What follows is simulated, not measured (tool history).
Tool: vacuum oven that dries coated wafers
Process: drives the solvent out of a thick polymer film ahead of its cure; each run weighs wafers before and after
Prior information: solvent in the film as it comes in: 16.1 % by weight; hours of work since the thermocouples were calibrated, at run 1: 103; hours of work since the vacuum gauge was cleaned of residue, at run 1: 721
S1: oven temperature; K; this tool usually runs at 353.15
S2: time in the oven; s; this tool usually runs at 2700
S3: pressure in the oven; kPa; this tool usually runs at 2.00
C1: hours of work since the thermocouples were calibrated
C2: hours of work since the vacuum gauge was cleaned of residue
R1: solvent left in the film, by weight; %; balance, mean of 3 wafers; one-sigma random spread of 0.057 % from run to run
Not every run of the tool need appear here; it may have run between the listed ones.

| run | day | S1 | S2 | S3 | C1 | C2 | R1 |
|---|---|---|---|---|---|---|---|
| 1 | 0.000 | 353.15 | 2700 | 2.00 | 103 | 721 | 2.85 |
| 2 | 0.892 | 353.15 | 2700 | 2.00 | 119 | 737 | 2.78 |
| 3 | 1.625 | 353.15 | 2700 | 2.00 | 133 | 751 | 2.75 |
| 4 | 2.629 | 348.15 | 2700 | 2.00 | 151 | 770 | 4.14 |
| 5 | 3.838 | 348.15 | 2700 | 2.00 | 174 | 792 | 4.13 |
| 6 | 4.867 | 348.15 | 2700 | 2.00 | 193 | 811 | 4.13 |
| 7 | 5.571 | 348.15 | 2700 | 2.00 | 206 | 824 | 4.19 |
| 8 | 6.642 | 353.15 | 2700 | 2.00 | 226 | 844 | 2.87 |
| 9 | 7.304 | 353.15 | 2700 | 2.00 | 239 | 857 | 2.81 |
| 10 | 8.175 | 353.15 | 2400 | 2.00 | 255 | 873 | 3.16 |
| 11 | 8.971 | 353.15 | 2400 | 2.00 | 270 | 888 | 3.12 |
| 12 | 9.904 | 345.15 | 2700 | 2.00 | 287 | 905 | 5.25 |
| 13 | 11.242 | 353.15 | 1380 | 2.00 | 312 | 930 | 4.93 |
| 14 | 12.325 | 353.15 | 1380 | 2.00 | 332 | 950 | 4.82 |
| 15 | 13.579 | 353.15 | 2700 | 6.35 | 355 | 973 | 7.12 |
| 16 | 14.429 | 353.15 | 2700 | 6.35 | 371 | 989 | 7.14 |
| 17 | 15.629 | 353.15 | 2700 | 6.35 | 394 | 1012 | 7.16 |
| 18 | 16.325 | 353.15 | 2700 | 6.35 | 406 | 1025 | 7.16 |
| 19 | 17.375 | 352.15 | 2700 | 2.00 | 426 | 1044 | 3.04 |
| 20 | 18.242 | 352.15 | 2700 | 2.00 | 442 | 1060 | 3.11 |
| 21 | 18.992 | 352.15 | 2700 | 2.00 | 456 | 1074 | 3.00 |
| 22 | 19.688 | 353.15 | 2700 | 2.00 | 469 | 1087 | 2.89 |
| 23 | 21.121 | 353.15 | 2700 | 2.00 | 496 | 1114 | 2.94 |
| 24 | 22.083 | 349.15 | 2580 | 2.00 | 514 | 1132 | 3.94 |
| 25 | 23.458 | 361.15 | 1440 | 1.46 | 539 | 1157 | 2.22 |
| 26 | 24.612 | 361.15 | 1440 | 1.46 | 561 | 1179 | 2.16 |
| 27 | 25.304 | 352.15 | 1320 | 6.73 | 574 | 1192 | 9.27 |
| 28 | 26.146 | 348.15 | 2340 | 2.00 | 589 | 1207 | 4.56 |
| 29 | 27.492 | 355.15 | 2700 | 3.99 | 614 | 1233 | 4.26 |
| 30 | 28.362 | 355.15 | 2700 | 3.99 | 631 | 1249 | 4.13 |
| 31 | 28.971 | 358.15 | 2700 | 2.00 | 642 | 1260 | 1.93 |
| 32 | 29.688 | 342.15 | 4320 | 5.89 | 655 | 1273 | 10.39 |
| 33 | 30.454 | 359.15 | 4380 | 3.72 | 670 | 1288 | 2.89 |
| 34 | 31.683 | 353.15 | 3840 | 5.51 | 692 | 1311 | 5.85 |
| 35 | 32.917 | 353.15 | 3840 | 5.51 | 715 | 1334 | 5.86 |
| 36 | 34.325 | 362.15 | 1500 | 1.10 | 742 | 1360 | 1.59 |
| 37 | 35.475 | 362.15 | 1500 | 1.10 | 763 | 1381 | 1.56 |
| 38 | 36.350 | 362.15 | 4860 | 7.59 | 779 | 1397 | 5.49 |
| 39 | 37.500 | 353.15 | 3660 | 1.27 | 801 | 1419 | 1.70 |
| 40 | 38.083 | 343.15 | 3060 | 7.20 | 812 | 1430 | 11.85 |
| 41 | 39.333 | 353.15 | 1560 | 2.00 | 835 | 1453 | 4.37 |
| 42 | 40.067 | 343.15 | 4620 | 2.00 | 849 | 1467 | 4.32 |
| 43 | 41.079 | 342.15 | 3000 | 3.44 | 867 | 1486 | 7.68 |
| 44 | 42.312 | 342.15 | 3000 | 1.09 | 890 | 1508 | 4.57 |

Below are 3 alternative next runs, each starting from the tool's condition after run 44. Predict each:
| A | 42.979 | 353.15 | 2700 | 1.14 | 903 | 1521 | ? |
| B | 42.979 | 353.15 | 2700 | 1.47 | 903 | 1521 | ? |
| C | 42.979 | 353.15 | 4020 | 2.00 | 903 | 1521 | ? |

| run | R1 |
|---|---|
| A | 1.99 |
| B | 2.29 |
| C | 2.26 |
With no hidden state in the tool, these same runs would have given:
| run | R1 |
|---|---|
| A | 1.98 |
| B | 2.28 |
| C | 2.24 |
